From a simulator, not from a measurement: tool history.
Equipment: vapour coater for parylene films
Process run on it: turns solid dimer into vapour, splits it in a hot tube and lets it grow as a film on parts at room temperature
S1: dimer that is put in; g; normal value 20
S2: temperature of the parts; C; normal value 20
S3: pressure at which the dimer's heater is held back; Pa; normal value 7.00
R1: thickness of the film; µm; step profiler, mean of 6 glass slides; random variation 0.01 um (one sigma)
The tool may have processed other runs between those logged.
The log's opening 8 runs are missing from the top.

run	hour	S1	S2	S3	R1
9	90.6	20	20	7.00	3.18
10	102.1	20	20	9.16	3.02
11	108.7	20	20	3.85	3.51
12	124.0	33	20	7.00	5.24
13	139.9	33	20	7.00	5.26
14	149.3	20	20	10.54	2.96
15	159.8	20	20	10.54	2.94
16	172.4	20	20	10.54	2.95
17	181.9	35	20	7.00	5.49
18	190.0	35	20	7.00	5.52
19	199.2	35	20	7.00	5.48
20	206.2	23	20	7.00	3.62
21	222.2	11	20	2.78	2.02
22	233.9	11	20	8.21	1.67
23	241.9	11	20	8.21	1.67
24	252.9	34	31	2.57	4.97
25	261.1	20	17	5.06	3.52
26	275.6	9	30	2.91	1.30

Run 27 is up next; what results do you expect?
27	283.4	9	30	2.91	?

R1: 1.32 µm
On a tool with no hidden condition, and with the same random variation, this run would have come out at R1 1.37 µm.
